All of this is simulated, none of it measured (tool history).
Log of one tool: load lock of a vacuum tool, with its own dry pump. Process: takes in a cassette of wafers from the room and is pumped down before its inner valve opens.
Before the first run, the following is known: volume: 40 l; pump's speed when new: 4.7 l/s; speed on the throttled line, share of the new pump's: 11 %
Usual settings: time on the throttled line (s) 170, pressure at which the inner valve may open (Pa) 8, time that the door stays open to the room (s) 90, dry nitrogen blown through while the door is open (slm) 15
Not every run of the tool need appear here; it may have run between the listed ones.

run	hour	time on the throttled line (s)	pressure at which the inner valve may open (Pa)	time that the door stays open to the room (s)	dry nitrogen blown through while the door is open (slm)	incoming humidity of the room's air, %	time from the closed door until the inner valve may open (s)	rise of the pressure with all valves shut (Pa/min)
1	0	170	8	90	15	47.3	233.3	0.095
2	271.1	170	8	90	15	43.9	234.2	0.102
3	589	170	8	90	27	44.4	233.7	0.097
4	990.1	170	8	90	27	44.6	234.7	0.106
5	1308	170	8	90	27	43.5	235.4	0.111
6	1484.2	170	8	83	27	43.3	234.4	0.106
7	1845.1	170	8	83	27	45	233.3	0.111
8	2146.5	182	8	90	15	43.2	248.1	0.126
9	2463.5	182	8	90	15	48.2	246.5	0.125
10	2754.5	182	8	90	15	44.5	247.2	0.132
11	2958.6	170	8	90	4	46.1	238.1	0.155
12	3262.8	170	8	90	4	42.2	236.8	0.149
13	3550.6	157	8	90	7	47.5	227.8	0.155
14	3818.7	171	8	90	8	42.2	238.6	0.16
15	4014.4	98	8	90	4	44.2	174.8	0.159
16	4369	95	14	60	8	45.2	167	0.167
17	4669.9	124	10	35	15	42.3	195.1	0.152
18	5052.8	124	10	35	15	46.7	198.1	0.158
19	5299.9	170	11	90	15	43.1	236.9	0.174
20	5577.6	174	12	44	28	45.8	239.1	0.17
21	5978.4	174	12	44	28	49.1	240.3	0.18
22	6216	93	14	90	23	43.4	166.6	0.189

For some of the steps in time from the closed door until the inner valve may open (s) from one run to the next: how much would appear even if the tool had no hidden state, given the settings, what came in and random variation, and how much remains for the hidden state plus any gauge scatter that the measured result and the result without hidden state don't share?
Hidden state present: pump's speed, % of a new pump's; leak at the door's seal, Pa l/s; drift of the gauge itself on ready_s, %; drift of the gauge itself on rise_pa_min, %.
Run 14 -> 15: time on the throttled line (s) 171 -> 98, dry nitrogen blown through while the door is open (slm) 8 -> 4. time from the closed door until the inner valve may open (s) -63.8: hidden state +0.9, all else -64.7.
Run 21 -> 22: time on the throttled line (s) 174 -> 93, pressure at which the inner valve may open (Pa) 12 -> 14, time that the door stays open to the room (s) 44 -> 90, dry nitrogen blown through while the door is open (slm) 28 -> 23. time from the closed door until the inner valve may open (s) -73.7: hidden state +1.1, all else -74.8.

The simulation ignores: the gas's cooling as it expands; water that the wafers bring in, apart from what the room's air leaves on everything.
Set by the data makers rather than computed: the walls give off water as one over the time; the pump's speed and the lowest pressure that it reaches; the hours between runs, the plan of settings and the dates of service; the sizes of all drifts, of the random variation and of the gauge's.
